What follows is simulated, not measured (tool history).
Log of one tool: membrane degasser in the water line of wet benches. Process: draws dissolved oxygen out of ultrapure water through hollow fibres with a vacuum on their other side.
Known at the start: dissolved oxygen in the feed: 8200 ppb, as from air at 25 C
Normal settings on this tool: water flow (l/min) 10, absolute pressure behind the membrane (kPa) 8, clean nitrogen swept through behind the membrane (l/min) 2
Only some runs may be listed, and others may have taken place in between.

run	hour	water flow (l/min)	absolute pressure behind the membrane (kPa)	clean nitrogen swept through behind the membrane (l/min)	dissolved oxygen in the water behind the degasser (ppb)	pressure that the water loses in the fibres (kPa)
1	0	10	8	2	94.6	51.8
2	82.2	10	8	2	92.5	52.49
3	179.1	10	8	2	95.9	52.39
4	256.5	10	8	2	96.7	52.54
5	335.3	10	8	2	96.4	52.13
6	451.1	10	8	2	99	51.98
7	547.5	10	12.46	2	155.3	52.39
8	614.6	10	12.46	2	153.6	52.64
9	689.7	10	12.46	2	154.1	52.59
10	799.3	10	12.46	2	156.2	52.75
11	877.7	10	8	1.86	102.1	52.69
12	951.5	10	8	0.99	154.9	52.25
13	1063.1	9	13.65	1.09	236.7	47.08
14	1121.9	7	15.83	2.57	101.6	36.82
15	1199.3	8	15.72	1.74	168.2	41.87
16	1311.7	8	15.72	1.74	164.4	42.31
17	1423.7	12	12.66	2	219.9	63.26
18	1528	10	14.98	4.43	106.2	52.53
19	1634.5	8	17.08	2.46	135	42.18
20	1738.8	10	8.99	2	112.7	52.47
21	1841.5	8	8	2	65.1	42.14

Expected results for the next run?
22	1890.8	10	4.94	2	?	?

dissolved oxygen in the water behind the degasser (ppb): 60.6
pressure that the water loses in the fibres (kPa): 52.72
Were there no unlogged condition in the tool, this run, its random variation unchanged, would have produced dissolved oxygen in the water behind the degasser (ppb) 52.2, pressure that the water loses in the fibres (kPa) 51.29.
